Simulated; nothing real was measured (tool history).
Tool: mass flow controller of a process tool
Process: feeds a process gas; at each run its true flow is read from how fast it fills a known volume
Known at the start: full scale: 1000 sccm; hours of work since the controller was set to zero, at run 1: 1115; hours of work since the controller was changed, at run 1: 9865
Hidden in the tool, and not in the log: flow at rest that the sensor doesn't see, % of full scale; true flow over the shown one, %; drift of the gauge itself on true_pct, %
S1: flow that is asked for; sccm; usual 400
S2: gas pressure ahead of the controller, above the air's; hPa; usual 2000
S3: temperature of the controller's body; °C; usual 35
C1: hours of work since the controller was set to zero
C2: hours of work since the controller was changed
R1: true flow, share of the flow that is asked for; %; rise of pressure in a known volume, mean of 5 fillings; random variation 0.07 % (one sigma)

run,hour,S1,S2,S3,C1,C2,R1
1,0.0,400,2000,35,1115,9865,99.21
2,351.5,400,2000,35,1370,10120,99.18
3,778.5,400,2000,35,1679,10429,99.35
4,1223.4,400,2000,35,2001,10751,99.19
5,1590.8,400,2000,35,2266,11017,99.20
6,1907.2,400,2000,35,2495,11246,99.31
7,2188.6,400,2000,31,2699,11449,99.57
8,2434.3,400,2000,31,2877,11627,99.47
9,2800.7,400,2000,35,3142,11892,99.29
10,3094.2,400,2000,35,3355,12105,99.24
11,3461.4,400,2000,26,3620,12370,99.96
12,3769.1,400,2000,26,3843,12593,99.91
13,4183.1,400,2000,22,4143,12893,100.35
14,4662.4,400,2000,35,4490,13240,99.36
15,4992.9,400,2000,35,4729,13479,99.24
16,5419.5,680,1890,35,5038,13788,100.71
17,5847.2,156,2020,31,5347,14097,96.99
# hour 5880.8: controller's zero set anew
18,6055.2,156,1780,23,126,14247,95.63
19,6424.9,596,2000,35,394,14515,99.77
# hour 6637.6: controller's zero set anew, once more
20,6855.1,292,1790,35,157,14826,100.24
21,7159.8,486,1950,31,378,15046,101.30
22,7631.6,438,1600,21,719,15388,101.79
23,7867.2,438,2620,26,890,15558,101.84
24,8325.8,366,2000,35,1222,15890,100.61
# hour 8499.5: controller exchanged for a calibrated one
25,8629.9,183,2500,21,94,94,97.73
26,9051.7,724,1740,26,400,400,99.16
27,9283.0,724,1740,26,567,567,99.15
28,9629.2,609,2230,27,818,818,98.76

The next listed run, before its measurement:
29,10063.5,569,2380,22,1132,1132,?

Run 29 gave R1 99.10 %.
Without the tool's hidden state the same run would have given R1 98.94 %.
